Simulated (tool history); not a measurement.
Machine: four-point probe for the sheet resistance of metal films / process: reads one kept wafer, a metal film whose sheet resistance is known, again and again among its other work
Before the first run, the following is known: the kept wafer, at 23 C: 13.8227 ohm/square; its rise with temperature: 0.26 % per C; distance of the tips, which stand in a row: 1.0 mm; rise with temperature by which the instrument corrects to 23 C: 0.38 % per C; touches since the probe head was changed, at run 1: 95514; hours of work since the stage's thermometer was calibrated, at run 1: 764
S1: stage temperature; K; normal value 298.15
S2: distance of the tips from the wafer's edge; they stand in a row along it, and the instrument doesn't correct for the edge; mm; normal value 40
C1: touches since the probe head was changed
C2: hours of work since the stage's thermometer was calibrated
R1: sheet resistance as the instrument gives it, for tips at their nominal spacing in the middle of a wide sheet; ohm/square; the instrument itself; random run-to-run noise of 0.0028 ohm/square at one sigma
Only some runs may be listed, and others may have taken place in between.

Run 1, day 0: usual settings; C1 95514; C2 764. Result: R1 13.914463 ohm/square.
Run 2, day 1.625: usual settings but S2 4 mm; C1 97036; C2 786. Result: R1 14.364893 ohm/square.
Run 3, day 2.821: usual settings but S2 4 mm; C1 98154; C2 803. Result: R1 14.368977 ohm/square.
Run 4, day 4.246: usual settings but S1 300.15 K; C1 99490; C2 823. Result: R1 13.893079 ohm/square.
Run 5, day 6.179: usual settings; C1 101300; C2 850. Result: R1 13.922509 ohm/square.
Run 6, day 7.888: usual settings but S1 299.15 K; C1 102898; C2 874. Result: R1 13.909331 ohm/square.
At day 9.025: new probe head fitted.
Run 7, day 9.062: usual settings; C1 35; C2 890. Result: R1 13.768958 ohm/square.
Run 8, day 9.892: usual settings; C1 810; C2 901. Result: R1 13.774169 ohm/square.
Run 9, day 11.296: usual settings; C1 2124; C2 921. Result: R1 13.770523 ohm/square.
Run 10, day 12.796: usual settings; C1 3531; C2 942. Result: R1 13.771872 ohm/square.
Run 11, day 14.371: usual settings; C1 5004; C2 964. Result: R1 13.7821 ohm/square.
Run 12, day 16.279: usual settings; C1 6792; C2 991. Result: R1 13.77887 ohm/square.
Run 13, day 17.558: usual settings; C1 7990; C2 1009. Result: R1 13.781702 ohm/square.
Run 14, day 18.567: usual settings but S2 39 mm; C1 8933; C2 1023. Result: R1 13.781761 ohm/square.
Run 15, day 19.883: usual settings but S2 39 mm; C1 10165; C2 1041. Result: R1 13.789375 ohm/square.
Run 16, day 21.271: usual settings but S2 10 mm; C1 11464; C2 1060. Result: R1 13.85226 ohm/square.
Run 17, day 22.225: usual settings but S1 293.15 K, S2 5 mm; C1 12360; C2 1074. Result: R1 14.164057 ohm/square.
Run 18, day 23.3: usual settings but S1 302.15 K, S2 10 mm; C1 13364; C2 1089. Result: R1 13.792038 ohm/square.
Run 19, day 24.104: usual settings but S1 294.15 K, S2 3 mm; C1 14118; C2 1100. Result: R1 14.63923 ohm/square.
Run 20, day 25.688: usual settings but S1 291.15 K, S2 36 mm; C1 15600; C2 1122. Result: R1 13.916835 ohm/square.
Run 21, day 27.129: usual settings but S1 308.15 K, S2 55 mm; C1 16950; C2 1142. Result: R1 13.634236 ohm/square.
Run 22, day 28.604: usual settings but S1 293.15 K, S2 55 mm; C1 18331; C2 1163. Result: R1 13.882906 ohm/square.
Run 23, day 30.542: usual settings but S1 292.15 K, S2 15 mm; C1 20146; C2 1190. Result: R1 13.929055 ohm/square.
Run 24, day 31.917: usual settings but S1 293.15 K, S2 24 mm; C1 21436; C2 1209. Result: R1 13.900123 ohm/square.
Run 25, day 32.721: usual settings but S1 293.15 K, S2 24 mm; C1 22186; C2 1220. Result: R1 13.895956 ohm/square.
Run 26, day 33.704: usual settings but S1 302.15 K, S2 18 mm; C1 23106; C2 1234. Result: R1 13.755756 ohm/square.
Run 27, day 34.608: usual settings but S1 302.15 K, S2 18 mm; C1 23955; C2 1247. Result: R1 13.759078 ohm/square.
Run 28, day 35.7: usual settings but S1 302.15 K, S2 18 mm; C1 24976; C2 1262. Result: R1 13.75987 ohm/square.
Run 29, day 37.5: usual settings but S1 307.15 K, S2 14 mm; C1 26662; C2 1287. Result: R1 13.691829 ohm/square.
Run 30, day 38.667: usual settings but S1 292.15 K, S2 14 mm; C1 27753; C2 1304. Result: R1 13.948103 ohm/square.
Run 31, day 39.458: usual settings but S1 292.15 K, S2 67 mm; C1 28497; C2 1315. Result: R1 13.912558 ohm/square.

Table of differences, measured result less the result of that run with no hidden state. Run-to-run variation is the same in both. Gauge scatter possibly is not:
Hidden conditions of the tool in this case: inner tips' distance over the nominal, %; tips' flats over new ones', %; wafer's true temperature over the reading, C; drift of the gauge itself on sheet_ohm, %.
run         R1
  1  +0.124092
  2   +0.13012
  3  +0.131999
  4  +0.130069
  5  +0.133122
  6  +0.135372
  7  -0.024408
  8  -0.023305
  9  -0.021453
 10  -0.019238
 11  -0.016834
 12  -0.013974
 13  -0.012047
 14  -0.010678
 15  -0.008843
 16  -0.006755
 17   -0.00551
 18  -0.003557
 19   -0.00283
 20  -0.000518
 21  +0.001949
 22  +0.003729
 23  +0.006683
 24  +0.008593
 25  +0.009726
 26  +0.011235
 27  +0.012572
 28  +0.014151
 29  +0.016816
 30  +0.018328
 31   +0.01954
